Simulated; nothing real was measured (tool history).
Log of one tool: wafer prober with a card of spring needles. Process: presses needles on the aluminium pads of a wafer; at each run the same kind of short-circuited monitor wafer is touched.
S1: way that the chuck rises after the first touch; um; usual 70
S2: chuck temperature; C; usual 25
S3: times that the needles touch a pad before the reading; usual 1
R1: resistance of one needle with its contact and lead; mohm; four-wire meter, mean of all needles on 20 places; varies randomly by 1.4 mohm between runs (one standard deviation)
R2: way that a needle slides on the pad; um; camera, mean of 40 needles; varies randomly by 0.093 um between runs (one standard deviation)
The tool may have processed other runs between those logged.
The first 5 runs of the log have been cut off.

run	hour	S1	S2	S3	R1	R2
# hour 107.7: tips cleaned on abrasive film
6	113.9	62	25	1	127	11.42
# hour 125.6: tips cleaned on abrasive film
7	133.1	62	25	1	128	11.48
# hour 142.4: tips cleaned on abrasive film
8	151.6	62	25	1	128	11.44
# hour 159.7: tips cleaned on abrasive film
9	171.5	70	25	1	127	13.14
# hour 177.6: tips cleaned on abrasive film
10	193.6	70	25	1	125	12.99
# hour 195.9: tips cleaned on abrasive film
# hour 214.6: tips cleaned on abrasive film
11	223.2	70	25	2	126	13.12
# hour 231.6: tips cleaned on abrasive film
12	241.0	70	25	2	128	13.03
# hour 248.7: tips cleaned on abrasive film
13	259.1	70	25	2	126	13.19
# hour 267.7: tips cleaned on abrasive film
14	275.8	70	25	1	127	12.95
# hour 287.1: tips cleaned on abrasive film
15	302.8	70	102	1	137	13.15
# hour 305.7: tips cleaned on abrasive film
# hour 324.0: tips cleaned on abrasive film
16	329.3	70	25	1	126	13.04
# hour 340.9: tips cleaned on abrasive film
# hour 358.1: tips cleaned on abrasive film
17	358.2	90	25	1	125	16.76
# hour 375.4: tips cleaned on abrasive film
18	386.6	64	25	1	123	11.74
# hour 393.6: tips cleaned on abrasive film
19	405.4	78	25	1	125	14.40
# hour 410.7: tips cleaned on abrasive film
# hour 428.5: tips cleaned on abrasive film
20	428.8	66	77	2	132	12.33
# hour 438.8: height of the first contact set anew
# hour 445.8: tips cleaned on abrasive film
21	457.7	70	78	2	137	12.90

Run 22, settings as shown, results not yet in. Your forecast:
# hour 462.9: tips cleaned on abrasive film
22	477.3	70	25	1	?	?

Run 22 gave R1 127 mohm, R2 12.99 um.
Minus the tool's unlogged condition, the same run would have read R1 126 mohm, R2 12.99 um.
